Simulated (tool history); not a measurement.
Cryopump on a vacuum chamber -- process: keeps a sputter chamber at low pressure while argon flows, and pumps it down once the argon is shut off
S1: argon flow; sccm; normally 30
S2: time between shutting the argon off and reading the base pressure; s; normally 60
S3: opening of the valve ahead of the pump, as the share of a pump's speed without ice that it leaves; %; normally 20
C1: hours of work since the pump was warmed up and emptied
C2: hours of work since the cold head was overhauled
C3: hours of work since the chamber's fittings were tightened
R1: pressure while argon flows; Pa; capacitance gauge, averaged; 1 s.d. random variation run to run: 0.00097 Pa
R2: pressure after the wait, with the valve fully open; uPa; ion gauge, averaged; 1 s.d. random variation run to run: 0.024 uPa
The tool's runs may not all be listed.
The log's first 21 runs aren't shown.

| run | hour | S1 | S2 | S3 | C1 | C2 | C3 | R1 | R2 |
|---|---|---|---|---|---|---|---|---|---|
| 22 | 1647 | 29 | 123 | 26 | 836 | 1758 | 1890 | 0.1669 | 2.33 |
| 23 | 1725.1 | 22 | 199 | 16 | 890 | 1812 | 1943 | 0.2004 | 2.3 |
|  | 1772.1 | pump warmed up, emptied and cooled again |
| 24 | 1826.9 | 22 | 199 | 16 | 38 | 1879 | 2010 | 0.1907 | 1.88 |
| 25 | 1920.6 | 13 | 89 | 16 | 102 | 1943 | 2075 | 0.1133 | 2.23 |
| 26 | 2010.6 | 20 | 89 | 18 | 164 | 2005 | 2137 | 0.1562 | 2.27 |
| 27 | 2106 | 12 | 89 | 16 | 230 | 2071 | 2202 | 0.1047 | 2.36 |
| 28 | 2224.6 | 12 | 89 | 16 | 312 | 2153 | 2284 | 0.1072 | 2.57 |
| 29 | 2315.2 | 59 | 60 | 40 | 374 | 2215 | 2346 | 0.2158 | 2.84 |
| 30 | 2403.6 | 59 | 60 | 40 | 435 | 2276 | 2407 | 0.2182 | 2.95 |
| 31 | 2476.3 | 59 | 54 | 40 | 485 | 2326 | 2457 | 0.2214 | 3.04 |
| 32 | 2574.5 | 43 | 54 | 45 | 553 | 2394 | 2525 | 0.145 | 3.08 |
| 33 | 2624.4 | 42 | 71 | 26 | 587 | 2428 | 2559 | 0.2372 | 2.95 |

Below are 3 alternative next runs, each starting from the tool's condition after run 33. Predict each:
| A | 2739.6 | 30 | 110 | 19 | 666 | 2508 | 2639 | ? | ? |
| B | 2739.6 | 40 | 60 | 20 | 666 | 2508 | 2639 | ? | ? |
| C | 2739.6 | 42 | 44 | 26 | 666 | 2508 | 2639 | ? | ? |

| run | R1 | R2 |
|---|---|---|
| A | 0.2295 | 3 |
| B | 0.2933 | 3.19 |
| C | 0.2395 | 3.57 |
With no hidden state in the tool, these same runs would have given:
| run | R1 | R2 |
|---|---|---|
| A | 0.2175 | 0.58 |
| B | 0.2773 | 0.84 |
| C | 0.2227 | 1.12 |
